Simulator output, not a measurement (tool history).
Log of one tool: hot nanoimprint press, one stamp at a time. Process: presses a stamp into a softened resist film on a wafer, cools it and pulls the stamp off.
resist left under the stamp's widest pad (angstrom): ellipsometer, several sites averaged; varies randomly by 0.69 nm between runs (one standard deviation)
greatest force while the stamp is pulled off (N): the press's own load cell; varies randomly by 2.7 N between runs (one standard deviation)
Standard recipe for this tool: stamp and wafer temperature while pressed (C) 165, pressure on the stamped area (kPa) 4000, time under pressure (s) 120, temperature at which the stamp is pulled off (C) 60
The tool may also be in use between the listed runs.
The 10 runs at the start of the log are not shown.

run	day	stamp and wafer temperature while pressed (C)	pressure on the stamped area (kPa)	time under pressure (s)	temperature at which the stamp is pulled off (C)	resist left under the stamp's widest pad (angstrom)	greatest force while the stamp is pulled off (N)
11	6.867	165	4000	120	60	1369	130
12	7.546	165	4000	120	60	1387	128
13	8.008	165	4000	120	60	1366	134
14	8.412	165	4000	143	60	1295	133
# day 8.988: plate thermocouple calibrated, once more
15	9.038	165	4000	120	60	1300	132
16	9.542	165	4000	120	60	1306	131
17	10.050	165	4000	120	60	1311	133
18	10.500	165	4000	120	60	1313	135
19	10.842	165	6180	142	60	1029	140
20	11.575	165	4000	120	60	1305	136
21	11.938	171	4000	120	62	1037	134
22	12.512	158	4000	208	62	1427	132
23	13.250	165	4000	77	49	1529	151
24	13.600	165	4000	77	49	1534	154
25	14.042	160	4470	77	49	1730	155
26	14.825	172	3500	120	45	1070	167
27	15.596	161	3690	174	46	1386	168
28	16.388	161	3690	174	46	1395	172
29	17.125	165	2420	120	60	1576	148
30	17.679	165	2720	136	54	1458	152

Forecast each of these 4 alternatives for the next run:
A	18.238	162	3840	136	55	?	?
B	18.238	165	4000	83	60	?	?
C	18.238	166	4000	149	49	?	?
D	18.238	165	3540	108	50	?	?

run	resist left under the stamp's widest pad (angstrom)	greatest force while the stamp is pulled off (N)
A	1444	157
B	1515	142
C	1184	169
D	1440	161
The same runs, with their run-to-run variation unchanged, on a tool lacking any hidden condition would have given:
run	resist left under the stamp's widest pad (angstrom)	greatest force while the stamp is pulled off (N)
A	1426	134
B	1497	121
C	1168	144
D	1423	137
